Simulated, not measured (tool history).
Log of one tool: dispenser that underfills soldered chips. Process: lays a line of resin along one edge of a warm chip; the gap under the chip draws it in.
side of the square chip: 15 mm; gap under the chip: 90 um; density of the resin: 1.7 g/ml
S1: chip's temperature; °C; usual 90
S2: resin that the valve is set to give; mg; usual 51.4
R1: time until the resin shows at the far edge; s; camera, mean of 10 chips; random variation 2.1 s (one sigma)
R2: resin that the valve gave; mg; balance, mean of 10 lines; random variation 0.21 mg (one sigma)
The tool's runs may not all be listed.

run   hour   S1    S2     R1     R2
  1    0.0   90  51.4  233.8  46.77
       4.6  -- new syringe of resin
  2    5.6  103  51.4  117.0  46.58
  3   10.8   92  51.4  214.1  46.35
      13.1  -- new syringe of resin
  4   16.5   92  51.4  211.3  46.10
      19.7  -- dispensing valve cleaned and set on the balance
      22.6  -- new syringe of resin
  5   23.4   92  51.4  189.4  51.10
  6   30.2   92  51.4  221.8  51.15
      30.9  -- new syringe of resin
  7   37.8   92  51.4  215.9  50.47
      39.2  -- new syringe of resin
  8   42.1   90  51.4  222.7  50.58
  9   45.6   90  51.4  236.1  50.79
      47.8  -- new syringe of resin
 10   51.2   90  51.4  217.8  50.41
 11   54.6   90  51.4  234.8  50.51
      56.4  -- new syringe of resin
 12   58.6   90  51.4  215.5  49.85
      64.8  -- new syringe of resin
 13   65.6   90  51.4  208.8  50.37
 14   70.2   90  51.4  232.4  50.23
      73.3  -- new syringe of resin
 15   73.7   90  51.4  209.5  49.86
 16   80.8   90  51.4  244.9  49.94
      81.7  -- new syringe of resin
 17   88.5   81  45.3  385.1  43.46
      89.9  -- new syringe of resin
 18   95.9   89  46.2  255.1  44.49
      98.3  -- new syringe of resin
 19  100.9   98  61.9  141.4  59.33
 20  105.3   77  52.9  455.7  50.61
     106.8  -- new syringe of resin
 21  112.9   80  44.1  408.6  42.20
     115.1  -- new syringe of resin
 22  117.7   91  46.9  213.9  44.56
 23  121.2   89  44.5  262.8  42.26
     123.6  -- new syringe of resin
 24  125.1   89  46.8  229.7  44.59
 25  128.3  103  61.2  121.2  57.67
     132.1  -- new syringe of resin
 26  135.7  103  61.2  116.0  57.65
     140.3  -- new syringe of resin
 27  142.6  103  61.2  115.9  57.37
 28  147.4  103  61.2  125.1  56.82

Forecast each of these 4 alternatives for the next run:
     148.6  -- new syringe of resin
  A  152.2   89  51.4   ?   ?
     148.6  -- new syringe of resin
  B  152.2   90  65.6   ?   ?
     148.6  -- new syringe of resin
  C  152.2  103  46.5   ?   ?
     148.6  -- new syringe of resin
  D  152.2  104  58.7   ?   ?

run     R1     R2
  A  237.8  48.01
  B  217.0  61.06
  C  124.3  43.41
  D  112.9  54.76
Without the tool's hidden state the same runs would have given:
run     R1     R2
  A  221.3  51.50
  B  203.9  65.50
  C  114.6  46.57
  D  105.5  58.75
